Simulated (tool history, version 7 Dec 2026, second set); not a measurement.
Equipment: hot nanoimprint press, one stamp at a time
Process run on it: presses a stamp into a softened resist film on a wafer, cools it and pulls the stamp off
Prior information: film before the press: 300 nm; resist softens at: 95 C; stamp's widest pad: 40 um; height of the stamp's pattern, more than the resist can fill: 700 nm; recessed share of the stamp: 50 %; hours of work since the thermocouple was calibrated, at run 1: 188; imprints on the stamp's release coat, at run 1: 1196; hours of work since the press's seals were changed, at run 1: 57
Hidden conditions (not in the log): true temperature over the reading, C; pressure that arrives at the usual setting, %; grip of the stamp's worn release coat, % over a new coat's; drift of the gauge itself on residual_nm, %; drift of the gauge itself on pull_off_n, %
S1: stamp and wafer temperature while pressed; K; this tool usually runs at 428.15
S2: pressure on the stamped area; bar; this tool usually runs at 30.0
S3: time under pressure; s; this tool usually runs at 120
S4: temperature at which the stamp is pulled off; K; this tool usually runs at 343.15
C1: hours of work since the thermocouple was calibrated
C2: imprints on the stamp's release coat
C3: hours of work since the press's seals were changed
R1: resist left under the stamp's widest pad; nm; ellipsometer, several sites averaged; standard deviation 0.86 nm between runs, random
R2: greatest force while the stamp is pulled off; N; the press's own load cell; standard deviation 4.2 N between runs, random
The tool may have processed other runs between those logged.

| run | hour | S1 | S2 | S3 | S4 | C1 | C2 | C3 | R1 | R2 |
|---|---|---|---|---|---|---|---|---|---|---|
| 1 | 0.0 | 428.15 | 30.0 | 120 | 343.15 | 188 | 1196 | 57 | 119.9 | 270 |
| 2 | 8.8 | 428.15 | 30.0 | 120 | 343.15 | 192 | 1216 | 62 | 120.7 | 263 |
| 3 | 19.2 | 428.15 | 30.0 | 120 | 343.15 | 197 | 1240 | 67 | 120.7 | 271 |
| 4 | 27.7 | 428.15 | 30.0 | 120 | 343.15 | 202 | 1259 | 71 | 118.7 | 272 |
| 5 | 40.6 | 428.15 | 30.0 | 120 | 343.15 | 208 | 1289 | 78 | 121.4 | 262 |
| 6 | 50.1 | 428.15 | 30.0 | 120 | 343.15 | 213 | 1311 | 83 | 121.2 | 278 |
| 7 | 59.6 | 428.15 | 42.4 | 120 | 343.15 | 218 | 1333 | 88 | 102.1 | 283 |
| 8 | 76.7 | 428.15 | 30.0 | 120 | 339.15 | 227 | 1372 | 96 | 121.1 | 294 |
| 9 | 89.0 | 428.15 | 30.0 | 120 | 339.15 | 233 | 1400 | 103 | 123.1 | 298 |
| 10 | 100.1 | 428.15 | 30.0 | 120 | 339.15 | 239 | 1426 | 108 | 120.0 | 292 |
| 11 | 117.0 | 428.15 | 30.0 | 120 | 339.15 | 247 | 1465 | 117 | 121.5 | 303 |
| 12 | 127.2 | 428.15 | 30.0 | 120 | 339.15 | 253 | 1488 | 122 | 121.5 | 313 |
|  | 136.2 | stamp cleaned and given a new release coat |
| 13 | 142.0 | 421.15 | 18.7 | 138 | 335.15 | 257 | 14 | 127 | 185.1 | 237 |
| 14 | 158.4 | 421.15 | 18.7 | 138 | 335.15 | 265 | 51 | 135 | 184.5 | 238 |
| 15 | 174.0 | 428.15 | 31.4 | 141 | 342.15 | 273 | 87 | 143 | 112.1 | 212 |
| 16 | 184.6 | 434.15 | 31.4 | 213 | 330.15 | 279 | 111 | 149 | 75.3 | 263 |
|  | 188.4 | plate thermocouple calibrated |
| 17 | 204.2 | 434.15 | 31.4 | 213 | 330.15 | 8 | 150 | 157 | 76.9 | 260 |
| 18 | 217.1 | 434.15 | 24.5 | 116 | 330.15 | 15 | 179 | 164 | 111.7 | 270 |
| 19 | 235.9 | 435.15 | 24.5 | 116 | 332.15 | 24 | 223 | 173 | 108.1 | 266 |
| 20 | 252.7 | 417.15 | 28.9 | 82 | 338.15 | 33 | 262 | 182 | 212.4 | 247 |
| 21 | 270.0 | 417.15 | 21.8 | 183 | 339.15 | 42 | 301 | 191 | 189.1 | 248 |
| 22 | 287.5 | 419.15 | 21.8 | 183 | 339.15 | 51 | 342 | 200 | 174.5 | 243 |

Alternative continuations, all from the tool just after run 22; predict every row:
|  | 303.5 | plate thermocouple calibrated, once more |
| A | 306.6 | 428.15 | 23.7 | 120 | 343.15 | 2 | 379 | 208 | ? | ? |
|  | 303.5 | plate thermocouple calibrated, once more |
| B | 306.6 | 427.15 | 42.0 | 183 | 345.15 | 2 | 379 | 208 | ? | ? |
|  | 303.5 | plate thermocouple calibrated, once more |
| C | 306.6 | 428.15 | 30.0 | 157 | 343.15 | 2 | 379 | 208 | ? | ? |
|  | 303.5 | plate thermocouple calibrated, once more |
| D | 306.6 | 419.15 | 24.1 | 78 | 339.15 | 2 | 379 | 208 | ? | ? |

| run | R1 | R2 |
|---|---|---|
| A | 130.2 | 220 |
| B | 86.5 | 220 |
| C | 104.9 | 225 |
| D | 203.4 | 238 |
Stripped of hidden state, with their random variation kept, the same runs would have yielded:
| run | R1 | R2 |
|---|---|---|
| A | 129.4 | 200 |
| B | 85.6 | 200 |
| C | 104.1 | 205 |
| D | 202.5 | 217 |

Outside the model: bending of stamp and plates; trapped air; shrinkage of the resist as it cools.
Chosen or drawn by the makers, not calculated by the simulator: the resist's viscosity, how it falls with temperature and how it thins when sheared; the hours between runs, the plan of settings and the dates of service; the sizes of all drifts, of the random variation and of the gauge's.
